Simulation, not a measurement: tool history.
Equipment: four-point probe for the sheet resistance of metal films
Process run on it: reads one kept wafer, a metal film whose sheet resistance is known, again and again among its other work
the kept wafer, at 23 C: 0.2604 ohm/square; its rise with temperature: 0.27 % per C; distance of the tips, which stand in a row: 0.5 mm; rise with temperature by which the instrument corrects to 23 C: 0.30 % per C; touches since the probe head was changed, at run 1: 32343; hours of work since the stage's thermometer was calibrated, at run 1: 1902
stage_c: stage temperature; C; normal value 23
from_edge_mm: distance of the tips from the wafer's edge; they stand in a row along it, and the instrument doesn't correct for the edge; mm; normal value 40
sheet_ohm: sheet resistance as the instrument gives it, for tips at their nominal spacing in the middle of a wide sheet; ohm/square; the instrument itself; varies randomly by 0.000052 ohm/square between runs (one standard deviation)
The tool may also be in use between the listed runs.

run,day,stage_c,from_edge_mm,touches since the probe head was changed,hours of work since the stage's thermometer was calibrated,sheet_ohm
1,0,23,40,32343,1902,0.261992
2,1.7,23,40,33063,1929,0.261946
3,3.821,23,52,33961,1963,0.261908
4,5.7,23,52,34757,1993,0.261992
5,6.679,29,40,35170,2008,0.261586
6,7.783,29,40,35637,2026,0.261517
7,9.688,29,40,36443,2056,0.261564
8,10.904,23,7,36958,2075,0.26268
9,12.692,23,7,37716,2104,0.262684
10,14.225,23,7,38365,2128,0.262609
11,15.492,23,7,38901,2148,0.262584
12,16.7,23,7,39411,2167,0.262572
13,17.783,23,7,39870,2185,0.262629
# day 18.758: stage's thermometer calibrated
14,19.071,23,13,40406,5,0.262127
15,20.225,19,13,40895,23,0.262516
16,21.721,19,13,41528,47,0.262478
17,23.046,31,40,42089,68,0.261515
18,24.229,31,40,42590,87,0.261425
19,25.162,31,40,42985,102,0.26143
20,27.208,31,40,43851,134,0.261485
21,28.6,31,40,44439,156,0.26152
22,30.625,31,40,45298,188,0.261515
23,31.771,31,40,45782,207,0.261429
# day 31.883: stage's thermometer calibrated, once more
24,33.271,31,40,46407,22,0.261101
25,34.833,26,4,47069,47,0.263525
26,36.204,26,4,47650,69,0.263497
27,37.679,34,29,48274,92,0.260902
28,39.788,20,43,49165,125,0.261718
29,41.267,20,9,49792,149,0.262195
30,43.379,20,9,50685,182,0.262151
31,44.771,30,56,51274,204,0.261084
32,46.942,30,56,52193,239,0.260936
33,49.083,24,73,53100,273,0.261368
34,50.071,23,75,53518,289,0.261421
35,50.975,30,41,53902,303,0.260966
36,52.308,30,41,54465,324,0.261006

Run 37, settings as shown, results not yet in. Your forecast:
37,53.912,30,41,55144,350,?

{"run 37": {"sheet_ohm": 0.261039}}
Had the tool carried no hidden state, the very same run would have given sheet_ohm 0.259977 ohm/square.
